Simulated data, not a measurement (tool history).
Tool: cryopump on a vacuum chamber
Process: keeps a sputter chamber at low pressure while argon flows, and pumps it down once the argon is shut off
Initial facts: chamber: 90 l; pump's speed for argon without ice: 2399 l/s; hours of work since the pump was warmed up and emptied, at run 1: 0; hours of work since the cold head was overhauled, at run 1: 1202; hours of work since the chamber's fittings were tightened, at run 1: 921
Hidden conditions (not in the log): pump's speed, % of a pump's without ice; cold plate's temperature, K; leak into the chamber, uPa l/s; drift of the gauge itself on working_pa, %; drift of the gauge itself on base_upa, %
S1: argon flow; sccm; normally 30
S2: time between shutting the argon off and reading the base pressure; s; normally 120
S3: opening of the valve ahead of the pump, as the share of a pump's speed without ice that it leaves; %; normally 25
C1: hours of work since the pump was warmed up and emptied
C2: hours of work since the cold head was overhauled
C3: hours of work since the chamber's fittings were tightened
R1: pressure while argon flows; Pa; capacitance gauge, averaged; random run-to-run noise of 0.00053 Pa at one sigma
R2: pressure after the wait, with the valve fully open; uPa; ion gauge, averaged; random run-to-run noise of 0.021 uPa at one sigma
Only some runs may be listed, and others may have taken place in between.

Run 1, hour 0.0: usual settings; C1 0; C2 1202; C3 921. Result: R1 0.0851 Pa, R2 1.14 uPa.
Run 2, hour 71.4: usual settings; C1 39; C2 1241; C3 960. Result: R1 0.0862 Pa, R2 1.24 uPa.
Run 3, hour 104.7: usual settings; C1 57; C2 1260; C3 978. Result: R1 0.0860 Pa, R2 1.18 uPa.
Run 4, hour 166.7: usual settings; C1 92; C2 1294; C3 1012. Result: R1 0.0857 Pa, R2 1.21 uPa.
Run 5, hour 230.8: usual settings; C1 127; C2 1329; C3 1047. Result: R1 0.0843 Pa, R2 1.26 uPa.
Run 6, hour 295.5: usual settings; C1 162; C2 1365; C3 1083. Result: R1 0.0855 Pa, R2 1.33 uPa.
Run 7, hour 348.0: usual settings; C1 191; C2 1393; C3 1112. Result: R1 0.0855 Pa, R2 1.38 uPa.
Run 8, hour 389.6: usual settings; C1 214; C2 1416; C3 1135. Result: R1 0.0861 Pa, R2 1.32 uPa.
Run 9, hour 432.9: usual settings; C1 238; C2 1440; C3 1158. Result: R1 0.0865 Pa, R2 1.36 uPa.
Run 10, hour 466.4: usual settings but S3 16 %; C1 256; C2 1458; C3 1177. Result: R1 0.1336 Pa, R2 1.46 uPa.
Run 11, hour 498.6: usual settings but S3 16 %; C1 274; C2 1476; C3 1195. Result: R1 0.1339 Pa, R2 1.46 uPa.
Run 12, hour 559.0: usual settings; C1 307; C2 1509; C3 1228. Result: R1 0.0862 Pa, R2 1.49 uPa.
Run 13, hour 614.9: usual settings; C1 338; C2 1540; C3 1258. Result: R1 0.0866 Pa, R2 1.49 uPa.
Run 14, hour 687.9: usual settings; C1 378; C2 1580; C3 1299. Result: R1 0.0862 Pa, R2 1.56 uPa.
Run 15, hour 747.6: usual settings but S1 25 sccm, S2 259 s; C1 411; C2 1613; C3 1331. Result: R1 0.0723 Pa, R2 1.52 uPa.
Run 16, hour 811.2: usual settings but S1 25 sccm, S2 152 s, S3 26 %; C1 446; C2 1648; C3 1366. Result: R1 0.0701 Pa, R2 1.66 uPa.
Run 17, hour 863.4: usual settings but S1 58 sccm, S2 100 s, S3 23 %; C1 474; C2 1676; C3 1395. Result: R1 0.1825 Pa, R2 1.75 uPa.
Run 18, hour 907.1: usual settings but S1 20 sccm, S2 100 s, S3 41 %; C1 498; C2 1700; C3 1419. Result: R1 0.0365 Pa, R2 1.75 uPa.
Run 19, hour 963.6: usual settings but S1 20 sccm, S2 100 s, S3 41 %; C1 529; C2 1731; C3 1450. Result: R1 0.0368 Pa, R2 1.79 uPa.
Run 20, hour 1013.0: usual settings but S1 13 sccm, S3 18 %; C1 556; C2 1759; C3 1477. Result: R1 0.0521 Pa, R2 1.85 uPa.
At hour 1027.8: leaking fittings of the chamber tightened, without venting.
Run 21, hour 1064.8: usual settings but S1 59 sccm, S2 182 s; C1 584; C2 1786; C3 20. Result: R1 0.1727 Pa, R2 0.31 uPa.
Run 22, hour 1123.2: usual settings but S1 59 sccm, S2 52 s; C1 616; C2 1818; C3 52. Result: R1 0.1722 Pa, R2 0.66 uPa.
Run 23, hour 1165.2: usual settings but S1 32 sccm, S2 23 s; C1 639; C2 1841; C3 75. Result: R1 0.0938 Pa, R2 1.25 uPa.
Run 24, hour 1231.9: usual settings but S1 32 sccm, S2 175 s; C1 676; C2 1878; C3 112. Result: R1 0.0946 Pa, R2 0.44 uPa.

Measured minus without-hidden-state, run by run (identical run-to-run variation in each term; gauge scatter may differ):
run       R1     R2
  1  +0.0002  +0.79
  2  +0.0004  +0.88
  3  +0.0005  +0.88
  4  +0.0007  +0.92
  5  +0.0009  +0.93
  6  +0.0010  +0.98
  7  +0.0011  +1.03
  8  +0.0012  +1.00
  9  +0.0014  +1.07
 10  +0.0015  +1.12
 11  +0.0016  +1.14
 12  +0.0017  +1.17
 13  +0.0019  +1.20
 14  +0.0021  +1.25
 15  +0.0019  +1.31
 16  +0.0021  +1.37
 17  +0.0052  +1.38
 18  +0.0019  +1.40
 19  +0.0020  +1.46
 20  +0.0013  +1.50
 21  +0.0065  +0.05
 22  +0.0069  +0.09
 23  +0.0039  +0.12
 24  +0.0041  +0.17
